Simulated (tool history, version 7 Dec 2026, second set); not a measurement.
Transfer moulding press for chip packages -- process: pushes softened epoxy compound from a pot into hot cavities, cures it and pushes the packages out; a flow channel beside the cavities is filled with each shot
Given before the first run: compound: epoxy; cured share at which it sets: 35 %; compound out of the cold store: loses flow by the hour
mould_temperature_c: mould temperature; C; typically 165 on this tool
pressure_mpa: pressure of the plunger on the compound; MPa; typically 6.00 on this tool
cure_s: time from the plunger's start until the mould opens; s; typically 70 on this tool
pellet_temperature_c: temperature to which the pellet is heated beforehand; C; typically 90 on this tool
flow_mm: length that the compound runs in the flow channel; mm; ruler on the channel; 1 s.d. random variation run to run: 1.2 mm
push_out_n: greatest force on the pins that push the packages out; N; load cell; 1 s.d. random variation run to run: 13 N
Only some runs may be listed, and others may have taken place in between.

| run | hour | mould_temperature_c | pressure_mpa | cure_s | pellet_temperature_c | incoming compound's hours out of the cold store | flow_mm | push_out_n |
|---|---|---|---|---|---|---|---|---|
| 1 | 0.0 | 165 | 6.00 | 70 | 90 | 35.7 | 460 | 890 |
|  | 15.2 | cavities cleaned with cleaning compound and waxed |
| 2 | 34.5 | 165 | 6.00 | 70 | 90 | 43.5 | 439 | 760 |
|  | 62.4 | cavities cleaned with cleaning compound and waxed |
| 3 | 67.4 | 165 | 6.00 | 70 | 90 | 17.0 | 500 | 681 |
|  | 98.4 | plunger's sealing rings changed |
|  | 109.4 | cavities cleaned with cleaning compound and waxed |
| 4 | 109.4 | 165 | 6.00 | 70 | 90 | 30.6 | 489 | 601 |
| 5 | 147.6 | 165 | 6.00 | 53 | 90 | 40.2 | 463 | 1862 |
|  | 157.6 | cavities cleaned with cleaning compound and waxed |
| 6 | 192.1 | 165 | 6.00 | 53 | 90 | 17.1 | 516 | 1965 |
|  | 204.2 | cavities cleaned with cleaning compound and waxed |
| 7 | 233.0 | 165 | 6.00 | 53 | 90 | 39.5 | 458 | 1751 |
|  | 250.5 | cavities cleaned with cleaning compound and waxed |
| 8 | 278.2 | 162 | 6.00 | 70 | 90 | 26.5 | 491 | 1007 |
|  | 294.5 | cavities cleaned with cleaning compound and waxed |
| 9 | 335.8 | 165 | 6.00 | 70 | 90 | 44.5 | 440 | 905 |
|  | 340.3 | cavities cleaned with cleaning compound and waxed |
| 10 | 374.1 | 165 | 6.00 | 70 | 90 | 14.8 | 508 | 913 |
|  | 386.5 | cavities cleaned with cleaning compound and waxed |
|  | 424.1 | plunger's sealing rings changed |
| 11 | 425.6 | 165 | 6.00 | 70 | 90 | 13.5 | 531 | 957 |
|  | 433.0 | cavities cleaned with cleaning compound and waxed |
|  | 471.3 | mould's thermocouples calibrated |
| 12 | 471.3 | 165 | 6.00 | 70 | 90 | 31.8 | 484 | 933 |
|  | 481.5 | cavities cleaned with cleaning compound and waxed |
| 13 | 502.0 | 165 | 6.00 | 70 | 90 | 27.5 | 490 | 823 |
|  | 526.2 | cavities cleaned with cleaning compound and waxed |
| 14 | 549.8 | 165 | 6.00 | 70 | 90 | 39.3 | 459 | 850 |
|  | 572.5 | cavities cleaned with cleaning compound and waxed |
| 15 | 609.2 | 165 | 7.23 | 98 | 90 | 27.5 | 530 | 716 |
|  | 617.3 | cavities cleaned with cleaning compound and waxed |
| 16 | 656.0 | 165 | 7.40 | 65 | 81 | 15.3 | 568 | 1212 |
|  | 665.7 | cavities cleaned with cleaning compound and waxed |
| 17 | 699.4 | 165 | 7.40 | 65 | 81 | 47.5 | 478 | 1081 |
|  | 710.3 | cavities cleaned with cleaning compound and waxed |
| 18 | 735.5 | 162 | 6.82 | 72 | 91 | 32.1 | 496 | 931 |
|  | 755.4 | plunger's sealing rings changed |
|  | 756.9 | cavities cleaned with cleaning compound and waxed |
| 19 | 778.3 | 162 | 6.82 | 72 | 80 | 17.9 | 560 | 1028 |
|  | 803.1 | cavities cleaned with cleaning compound and waxed |
| 20 | 816.3 | 165 | 5.32 | 51 | 90 | 45.4 | 425 | 1592 |
|  | 847.8 | cavities cleaned with cleaning compound and waxed |
| 21 | 854.8 | 164 | 5.32 | 51 | 90 | 12.7 | 498 | 1748 |
|  | 893.7 | cavities cleaned with cleaning compound and waxed |
| 22 | 901.4 | 171 | 5.56 | 51 | 95 | 45.4 | 419 | 967 |
| 23 | 929.5 | 171 | 5.81 | 87 | 98 | 17.2 | 489 | 700 |
|  | 940.1 | cavities cleaned with cleaning compound and waxed |
| 24 | 958.5 | 172 | 6.10 | 70 | 90 | 31.9 | 465 | 637 |
|  | 987.3 | cavities cleaned with cleaning compound and waxed |
| 25 | 1010.6 | 172 | 4.69 | 70 | 90 | 37.6 | 391 | 629 |

Hidden state or all else? Some run-to-run changes of flow_mm, split into what the settings, what came in and random variation would give without the hidden state, and what is left for the hidden state (with any gauge scatter that isn't in both results):
What the log doesn't record here: true mould temperature over the reading, C; pressure that reaches the compound, % of what is set; grip of the stained cavities, % over clean ones'; drift of the gauge itself on flow_mm, %; drift of the gauge itself on push_out_n, %.
Run 3 -> 4: plunger's sealing rings changed, cavities cleaned with cleaning compound and waxed. flow_mm -11 mm: hidden state +23, all else -34.
Run 10 -> 11: cavities cleaned with cleaning compound and waxed, plunger's sealing rings changed. flow_mm +23 mm: hidden state +21, all else +2.
Run 16 -> 17: cavities cleaned with cleaning compound and waxed. flow_mm -90 mm: hidden state +0, all else -90.
Run 19 -> 20: mould_temperature_c 162 -> 165, pressure_mpa 6.82 -> 5.32, cure_s 72 -> 51, pellet_temperature_c 80 -> 90, cavities cleaned with cleaning compound and waxed. flow_mm -135 mm: hidden state +0, all else -135.

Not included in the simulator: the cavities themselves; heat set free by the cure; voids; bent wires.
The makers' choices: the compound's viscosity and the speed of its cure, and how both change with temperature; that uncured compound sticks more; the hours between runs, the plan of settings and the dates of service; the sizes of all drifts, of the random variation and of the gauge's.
